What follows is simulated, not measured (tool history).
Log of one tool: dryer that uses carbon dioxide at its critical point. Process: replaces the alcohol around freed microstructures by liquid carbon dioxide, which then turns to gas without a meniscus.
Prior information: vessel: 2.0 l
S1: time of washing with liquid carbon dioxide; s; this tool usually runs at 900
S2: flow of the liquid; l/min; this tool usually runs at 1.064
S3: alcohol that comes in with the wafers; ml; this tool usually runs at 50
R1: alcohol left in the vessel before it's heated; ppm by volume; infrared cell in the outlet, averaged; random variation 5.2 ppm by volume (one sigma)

| run | hour | S1 | S2 | S3 | R1 |
|---|---|---|---|---|---|
| 1 | 0 | 900 | 1.064 | 50 | 141 |
| 2 | 7.8 | 900 | 1.064 | 50 | 140 |
| 3 | 17.1 | 900 | 1.064 | 50 | 132 |
| 4 | 23.2 | 900 | 1.41 | 50 | 33 |
| 5 | 32.6 | 900 | 1.41 | 50 | 50 |
| 6 | 37.4 | 900 | 1.41 | 50 | 43 |
| 7 | 45 | 900 | 1.41 | 50 | 44 |
| 8 | 49.9 | 900 | 1.064 | 31 | 90 |
| 9 | 58.2 | 900 | 1.064 | 31 | 97 |
|  | 60.1 | inlet filter changed |
| 10 | 69.3 | 900 | 1.064 | 31 | 63 |
| 11 | 75.6 | 900 | 1.064 | 31 | 66 |
| 12 | 84.1 | 900 | 1.33 | 50 | 34 |
| 13 | 94.3 | 900 | 1.33 | 50 | 43 |
| 14 | 99.7 | 900 | 1.33 | 50 | 40 |
| 15 | 108.9 | 900 | 1.064 | 47 | 91 |
| 16 | 114.1 | 900 | 1.28 | 50 | 53 |
| 17 | 121.5 | 900 | 1.064 | 50 | 104 |
| 18 | 128.5 | 900 | 1.064 | 50 | 95 |
| 19 | 133.9 | 900 | 1.064 | 50 | 98 |
| 20 | 138.6 | 900 | 1.064 | 50 | 104 |
| 21 | 144.1 | 960 | 1.064 | 50 | 79 |
| 22 | 151.7 | 900 | 1.54 | 28 | 24 |
| 23 | 158.5 | 900 | 1.54 | 28 | 28 |
| 24 | 164.8 | 900 | 1.064 | 72 | 146 |
| 25 | 170.9 | 900 | 1.064 | 72 | 148 |
| 26 | 177.1 | 900 | 1.064 | 72 | 153 |
| 27 | 184.4 | 840 | 1.064 | 88 | 256 |
| 28 | 193.6 | 900 | 1.064 | 50 | 114 |
| 29 | 198.2 | 840 | 1.064 | 113 | 320 |

For run 30, what comes out?
| 30 | 207.6 | 840 | 0.81 | 80 | ? |

{"run 30": {"R1": 720}}
Were there no unlogged condition in the tool, this run, its random variation unchanged, would have produced R1 650 ppm by volume.

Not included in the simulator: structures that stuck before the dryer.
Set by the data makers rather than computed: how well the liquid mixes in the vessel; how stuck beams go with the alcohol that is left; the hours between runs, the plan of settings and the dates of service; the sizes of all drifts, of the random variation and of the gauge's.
